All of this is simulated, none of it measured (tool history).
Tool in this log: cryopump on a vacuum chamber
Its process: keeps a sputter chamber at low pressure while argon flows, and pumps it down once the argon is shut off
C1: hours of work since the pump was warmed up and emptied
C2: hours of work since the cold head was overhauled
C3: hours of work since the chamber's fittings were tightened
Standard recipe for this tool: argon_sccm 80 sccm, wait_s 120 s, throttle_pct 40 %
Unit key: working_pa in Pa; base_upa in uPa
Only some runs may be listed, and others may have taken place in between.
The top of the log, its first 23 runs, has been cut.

{"run": 24, "day": 57.442, "argon_sccm": 48, "wait_s": 139, "throttle_pct": 56, "C1": 168, "C2": 1975, "C3": 166, "working_pa": 0.1523, "base_upa": 0.72}
{"run": 25, "day": 60.688, "argon_sccm": 48, "wait_s": 139, "throttle_pct": 56, "C1": 219, "C2": 2026, "C3": 217, "working_pa": 0.1521, "base_upa": 0.84}
{"run": 26, "day": 62.892, "argon_sccm": 88, "wait_s": 70, "throttle_pct": 40, "C1": 254, "C2": 2061, "C3": 252, "working_pa": 0.3932, "base_upa": 1.12}
{"run": 27, "day": 66.062, "argon_sccm": 89, "wait_s": 51, "throttle_pct": 39, "C1": 304, "C2": 2111, "C3": 302, "working_pa": 0.4096, "base_upa": 1.31}
{"run": 28, "day": 67.954, "argon_sccm": 91, "wait_s": 56, "throttle_pct": 40, "C1": 334, "C2": 2141, "C3": 332, "working_pa": 0.4134, "base_upa": 1.24}
{"run": 29, "day": 69.504, "argon_sccm": 91, "wait_s": 56, "throttle_pct": 40, "C1": 359, "C2": 2165, "C3": 356, "working_pa": 0.415, "base_upa": 1.33}
{"run": 30, "day": 71.592, "argon_sccm": 36, "wait_s": 25, "throttle_pct": 40, "C1": 392, "C2": 2198, "C3": 389, "working_pa": 0.165, "base_upa": 2.06}
{"run": 31, "day": 73.404, "argon_sccm": 36, "wait_s": 25, "throttle_pct": 40, "C1": 420, "C2": 2227, "C3": 418, "working_pa": 0.1668, "base_upa": 2.04}
{"run": 32, "day": 75.271, "argon_sccm": 48, "wait_s": 48, "throttle_pct": 49, "C1": 450, "C2": 2256, "C3": 447, "working_pa": 0.19, "base_upa": 1.53}

Forecast run 33:
{"run": 33, "day": 76.767, "argon_sccm": 48, "wait_s": 152, "throttle_pct": 43, "C1": 474, "C2": 2280, "C3": 471, "working_pa": "?", "base_upa": "?"}

For run 33 the tool returned working_pa 0.2128 Pa, base_upa 1.14 uPa.
Take away the tool's hidden state, keep the run-to-run variation as it was, and the same run would have given working_pa 0.1866 Pa, base_upa 0.50 uPa.
